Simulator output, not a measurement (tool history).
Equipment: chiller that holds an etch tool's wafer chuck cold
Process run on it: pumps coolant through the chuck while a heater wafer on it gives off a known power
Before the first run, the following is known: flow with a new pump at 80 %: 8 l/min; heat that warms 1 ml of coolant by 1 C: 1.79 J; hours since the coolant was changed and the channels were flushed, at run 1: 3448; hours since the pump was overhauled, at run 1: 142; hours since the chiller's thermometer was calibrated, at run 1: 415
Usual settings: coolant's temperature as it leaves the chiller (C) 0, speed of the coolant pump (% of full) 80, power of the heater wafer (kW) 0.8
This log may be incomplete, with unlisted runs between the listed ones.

run	day	coolant's temperature as it leaves the chiller (C)	speed of the coolant pump (% of full)	power of the heater wafer (kW)	hours since the coolant was changed and the channels were flushed	hours since the pump was overhauled	hours since the chiller's thermometer was calibrated	chuck's temperature once it has settled (C)	how much warmer the coolant comes back (C)
1	0	0	80	0.8	3448	142	415	7.81	3.38
2	1.446	0	81	0.8	3482	176	449	7.73	3.36
3	2.221	0	68	0.8	3501	195	468	8.57	4.11
4	3.767	0	68	0.8	3538	232	505	8.51	4.04
5	4.667	0	80	0.888	3560	254	527	8.71	3.81
6	5.917	0	80	0.888	3590	284	557	8.54	3.79
7	7.388	0	80	0.8	3625	319	592	7.78	3.46
8	8.792	0	80	0.8	3659	353	626	7.79	3.47
9	10.162	-6	94	1.06	3692	385	659	3.36	3.81
# day 10.483: coolant pump overhauled
10	11.392	-6	79	0.612	3716	22	683	-0.11	2.67
11	12.483	4	90	0.612	3742	48	709	9.89	2.33
12	13.921	4	90	0.612	3777	83	744	9.47	2.37
13	14.779	-10	80	1.013	3797	103	764	-0.01	4.45
14	15.958	0	63	1.105	3826	131	793	12.76	6.3
15	17.179	0	63	1.105	3855	161	822	12.44	6.2

Some steps in chuck's temperature once it has settled (C) between neighbouring runs. How much of each would the tool show without its hidden state too (settings, what came in, random variation), and how much is left for the hidden state, with any gauge scatter that isn't in both results?
Hidden state present: heat passed by the chuck's channels, % of clean ones'; flow at a given pump speed, % of a new pump's; coolant's true temperature over the reading, C; drift of the gauge itself on chuck_c, C; drift of the gauge itself on warmer_back_c, C.
Run 12 -> 13: coolant's temperature as it leaves the chiller (C) 4 -> -10, speed of the coolant pump (% of full) 90 -> 80, power of the heater wafer (kW) 0.612 -> 1.013. chuck's temperature once it has settled (C) -9.48: hidden state +0.38, all else -9.86.
Run 13 -> 14: coolant's temperature as it leaves the chiller (C) -10 -> 0, speed of the coolant pump (% of full) 80 -> 63, power of the heater wafer (kW) 1.013 -> 1.105. chuck's temperature once it has settled (C) +12.77: hidden state +0.19, all else +12.58.
